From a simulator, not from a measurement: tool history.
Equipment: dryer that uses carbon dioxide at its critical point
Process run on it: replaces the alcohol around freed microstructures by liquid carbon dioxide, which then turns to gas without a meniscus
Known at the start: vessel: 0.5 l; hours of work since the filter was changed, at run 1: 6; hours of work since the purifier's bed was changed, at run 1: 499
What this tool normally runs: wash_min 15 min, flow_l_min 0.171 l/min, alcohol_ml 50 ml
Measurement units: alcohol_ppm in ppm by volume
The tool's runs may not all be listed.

run,day,wash_min,flow_l_min,alcohol_ml,hours of work since the filter was changed,hours of work since the purifier's bed was changed,alcohol_ppm
1,0,15,0.171,50,6,499,1472
2,0.683,15,0.171,50,14,507,1473
3,1.888,15,0.171,50,28,522,1480
4,2.812,15,0.171,50,39,533,1507
5,3.612,15,0.171,94,49,542,2934
6,4.95,15,0.171,94,65,558,2929
7,5.604,15,0.171,94,73,566,2859
8,7.188,15,0.171,50,92,585,1623
9,8.683,15,0.171,31,110,603,1072
10,10.221,15,0.255,31,128,622,165
11,10.925,15,0.255,31,137,630,160
12,11.933,10,0.221,24,149,642,1433
13,12.604,19,0.171,50,157,650,622
14,13.9,15,0.256,58,172,666,289
15,14.554,14,0.166,79,180,674,4105
16,15.921,17,0.171,50,197,690,1105
17,16.788,12,0.123,21,207,700,4231
18,17.933,15,0.154,34,221,714,1916
19,18.962,15,0.154,34,233,726,1952
20,20.15,12,0.171,89,247,741,7295

Alternative continuations, all from the tool just after run 20; predict every row:
# day 21.254: inlet filter changed
A,21.254,10,0.171,50,0,753,?
# day 21.254: inlet filter changed
B,21.254,21,0.281,83,0,753,?
# day 21.254: inlet filter changed
C,21.254,11,0.171,50,0,753,?
# day 21.254: inlet filter changed
D,21.254,12,0.19,51,0,753,?
# day 21.254: inlet filter changed
E,21.254,11,0.211,89,0,753,?

run,alcohol_ppm
A,6011
B,67
C,4472
D,2326
E,3788
Without the tool's hidden state the same runs would have given:
run,alcohol_ppm
A,5860
B,23
C,4341
D,2229
E,3653
